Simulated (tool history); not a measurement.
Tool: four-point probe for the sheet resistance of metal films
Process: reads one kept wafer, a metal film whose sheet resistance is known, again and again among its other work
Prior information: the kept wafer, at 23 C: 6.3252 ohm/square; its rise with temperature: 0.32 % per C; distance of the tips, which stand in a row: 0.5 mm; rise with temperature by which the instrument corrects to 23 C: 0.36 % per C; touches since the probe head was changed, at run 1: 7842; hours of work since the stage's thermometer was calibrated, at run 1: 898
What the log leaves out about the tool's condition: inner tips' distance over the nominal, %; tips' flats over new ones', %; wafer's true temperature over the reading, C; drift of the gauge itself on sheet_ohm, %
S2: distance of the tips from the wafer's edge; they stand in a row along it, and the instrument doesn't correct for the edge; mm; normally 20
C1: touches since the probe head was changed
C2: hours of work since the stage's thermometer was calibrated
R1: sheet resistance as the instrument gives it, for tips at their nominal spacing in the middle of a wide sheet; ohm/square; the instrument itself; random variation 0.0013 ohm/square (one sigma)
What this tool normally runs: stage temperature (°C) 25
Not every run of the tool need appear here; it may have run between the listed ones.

Run 1, day 0.000: usual settings; C1 7842; C2 898. Result: R1 6.315060 ohm/square.
Run 2, day 1.258: usual settings; C1 8287; C2 911. Result: R1 6.315018 ohm/square.
Run 3, day 2.638: usual settings; C1 8775; C2 926. Result: R1 6.314673 ohm/square.
Run 4, day 4.458: usual settings; C1 9420; C2 945. Result: R1 6.311867 ohm/square.
Run 5, day 6.442: usual settings; C1 10122; C2 966. Result: R1 6.313665 ohm/square.
Run 6, day 8.312: usual settings but S2 36 mm; C1 10785; C2 985. Result: R1 6.312202 ohm/square.
Run 7, day 9.638: usual settings but stage temperature (°C) 27, S2 4 mm; C1 11254; C2 999. Result: R1 6.358230 ohm/square.
Run 8, day 11.329: usual settings but stage temperature (°C) 29, S2 32 mm; C1 11852; C2 1017. Result: R1 6.301010 ohm/square.
Run 9, day 12.621: usual settings but stage temperature (°C) 29, S2 32 mm; C1 12309; C2 1030. Result: R1 6.300140 ohm/square.
Run 10, day 13.750: usual settings but stage temperature (°C) 19, S2 4 mm; C1 12710; C2 1042. Result: R1 6.374839 ohm/square.
Run 11, day 15.629: usual settings but S2 16 mm; C1 13374; C2 1062. Result: R1 6.312470 ohm/square.
Run 12, day 17.488: usual settings but stage temperature (°C) 29, S2 49 mm; C1 14032; C2 1081. Result: R1 6.297200 ohm/square.

4 options for the next run, each taken on its own from the tool as it stands now. Forecast them:
Run A, day 19.242: usual settings but stage temperature (°C) 31, S2 32 mm; C1 14653; C2 1100. Result: R1 ?.
Run B, day 19.242: usual settings but stage temperature (°C) 22, S2 9 mm; C1 14653; C2 1100. Result: R1 ?.
Run C, day 19.242: usual settings but stage temperature (°C) 23, S2 4 mm; C1 14653; C2 1100. Result: R1 ?.
Run D, day 19.242: usual settings but stage temperature (°C) 20, S2 5 mm; C1 14653; C2 1100. Result: R1 ?.

run        R1
  A  6.291593
  B  6.325428
  C  6.364684
  D  6.353514
With no hidden state in the tool, these same runs would have given:
run        R1
  A  6.305043
  B  6.339168
  C  6.378482
  D  6.367364
